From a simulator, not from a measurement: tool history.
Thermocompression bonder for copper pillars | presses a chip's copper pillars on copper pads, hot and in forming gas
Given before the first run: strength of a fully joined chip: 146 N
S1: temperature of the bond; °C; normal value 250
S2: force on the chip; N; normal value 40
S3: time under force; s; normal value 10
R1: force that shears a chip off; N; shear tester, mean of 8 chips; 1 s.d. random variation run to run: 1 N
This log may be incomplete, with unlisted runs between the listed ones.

{"run": 1, "day": 0.0, "S1": 250, "S2": 40, "S3": 10, "R1": 86.8}
{"run": 2, "day": 2.183, "S1": 250, "S2": 40, "S3": 10, "R1": 86.7}
{"run": 3, "day": 3.921, "S1": 250, "S2": 40, "S3": 10, "R1": 85.5}
{"run": 4, "day": 5.321, "S1": 250, "S2": 40, "S3": 13, "R1": 94.6}
{"run": 5, "day": 6.771, "S1": 250, "S2": 40, "S3": 13, "R1": 92.2}
{"run": 6, "day": 8.792, "S1": 229, "S2": 40, "S3": 10, "R1": 65.3}
{"run": 7, "day": 10.046, "S1": 229, "S2": 40, "S3": 10, "R1": 64.3}
{"day": 10.362, "done": "forming gas filter changed"}
{"run": 8, "day": 11.246, "S1": 250, "S2": 55, "S3": 11, "R1": 106.6}
{"run": 9, "day": 12.279, "S1": 232, "S2": 36, "S3": 8, "R1": 56.5}
{"run": 10, "day": 13.271, "S1": 232, "S2": 36, "S3": 8, "R1": 55.7}
{"run": 11, "day": 15.292, "S1": 274, "S2": 40, "S3": 10, "R1": 107.7}
{"run": 12, "day": 17.208, "S1": 250, "S2": 40, "S3": 19, "R1": 103.6}

What does the tool deliver on the next run?
{"run": 13, "day": 18.929, "S1": 250, "S2": 40, "S3": 19, "R1": "?"}

R1: 100.9 N
With no hidden state in the tool, this same run would have given R1 106.7 N.
